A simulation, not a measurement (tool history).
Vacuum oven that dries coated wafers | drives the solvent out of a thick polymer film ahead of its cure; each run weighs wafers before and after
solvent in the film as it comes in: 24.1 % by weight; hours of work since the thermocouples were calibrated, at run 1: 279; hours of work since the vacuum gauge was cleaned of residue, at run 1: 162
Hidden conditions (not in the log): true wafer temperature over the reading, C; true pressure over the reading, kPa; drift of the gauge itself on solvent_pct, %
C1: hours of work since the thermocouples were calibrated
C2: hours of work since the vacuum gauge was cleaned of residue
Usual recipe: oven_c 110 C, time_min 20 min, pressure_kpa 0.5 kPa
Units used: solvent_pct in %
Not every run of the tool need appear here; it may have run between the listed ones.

run 1 hour=0 | oven_c=110 time_min=20 pressure_kpa=0.5 | C1=279 C2=162 | solvent_pct=2.19
run 2 hour=14.5 | oven_c=110 time_min=20 pressure_kpa=0.5 | C1=290 C2=173 | solvent_pct=2.23
run 3 hour=35.8 | oven_c=110 time_min=20 pressure_kpa=0.5 | C1=306 C2=189 | solvent_pct=2.18
run 4 hour=53.8 | oven_c=110 time_min=20 pressure_kpa=0.5 | C1=319 C2=203 | solvent_pct=2.21
run 5 hour=74.7 | oven_c=110 time_min=20 pressure_kpa=0.5 | C1=335 C2=218 | solvent_pct=2.21
run 6 hour=90.3 | oven_c=110 time_min=20 pressure_kpa=0.5 | C1=347 C2=230 | solvent_pct=2.17
run 7 hour=104.8 | oven_c=110 time_min=20 pressure_kpa=0.63 | C1=358 C2=241 | solvent_pct=2.3
run 8 hour=121.4 | oven_c=110 time_min=20 pressure_kpa=0.5 | C1=370 C2=254 | solvent_pct=2.22
run 9 hour=135 | oven_c=110 time_min=20 pressure_kpa=1.936 | C1=380 C2=264 | solvent_pct=2.84
run 10 hour=156.8 | oven_c=110 time_min=20 pressure_kpa=0.5 | C1=397 C2=280 | solvent_pct=2.21
run 11 hour=169 | oven_c=110 time_min=20 pressure_kpa=0.5 | C1=406 C2=289 | solvent_pct=2.19
run 12 hour=184 | oven_c=110 time_min=20 pressure_kpa=0.5 | C1=417 C2=301 | solvent_pct=2.19
run 13 hour=211.7 | oven_c=110 time_min=20 pressure_kpa=0.5 | C1=438 C2=322 | solvent_pct=2.19
run 14 hour=232.1 | oven_c=112 time_min=20 pressure_kpa=0.5 | C1=454 C2=337 | solvent_pct=1.7
run 15 hour=250.3 | oven_c=112 time_min=20 pressure_kpa=0.5 | C1=467 C2=351 | solvent_pct=1.73
run 16 hour=276.3 | oven_c=110 time_min=20 pressure_kpa=0.5 | C1=487 C2=370 | solvent_pct=2.21
run 17 hour=292.3 | oven_c=95 time_min=10 pressure_kpa=1.699 | C1=499 C2=382 | solvent_pct=12.89
run 18 hour=306.6 | oven_c=125 time_min=10 pressure_kpa=1.218 | C1=510 C2=393 | solvent_pct=1.8
run 19 hour=322.4 | oven_c=97 time_min=10 pressure_kpa=1.557 | C1=522 C2=405 | solvent_pct=12.23
run 20 hour=345.6 | oven_c=107 time_min=22 pressure_kpa=0.5 | C1=539 C2=422 | solvent_pct=2.54
run 21 hour=371.7 | oven_c=107 time_min=22 pressure_kpa=0.5 | C1=559 C2=442 | solvent_pct=2.61
run 22 hour=395 | oven_c=115 time_min=15 pressure_kpa=1.36 | C1=576 C2=460 | solvent_pct=2.51
run 23 hour=419.2 | oven_c=107 time_min=20 pressure_kpa=1.106 | C1=595 C2=478 | solvent_pct=3.39
run 24 hour=431 | oven_c=114 time_min=16 pressure_kpa=0.261 | C1=603 C2=487 | solvent_pct=2.08
run 25 hour=453 | oven_c=110 time_min=24 pressure_kpa=1.147 | C1=620 C2=503 | solvent_pct=1.8
run 26 hour=473.2 | oven_c=110 time_min=20 pressure_kpa=0.321 | C1=635 C2=519 | solvent_pct=2.17
run 27 hour=498 | oven_c=116 time_min=24 pressure_kpa=1.185 | C1=654 C2=537 | solvent_pct=0.87
run 28 hour=523.8 | oven_c=116 time_min=24 pressure_kpa=1.185 | C1=673 C2=557 | solvent_pct=0.89
run 29 hour=539.9 | oven_c=116 time_min=24 pressure_kpa=1.185 | C1=686 C2=569 | solvent_pct=0.85
-- hour=552.5 oven's thermocouples calibrated
run 30 hour=570.8 | oven_c=100 time_min=24 pressure_kpa=0.5 | C1=14 C2=591 | solvent_pct=4.58
run 31 hour=590.5 | oven_c=113 time_min=20 pressure_kpa=1.06 | C1=29 C2=605 | solvent_pct=1.72

For each entry between runs, how does the tool's hidden state at the last listed run before it compare with that at the first listed run after it?
Logged between run 29 and run 30: oven's thermocouples calibrated (hour 552.5)
  the hidden state is the same at both runs
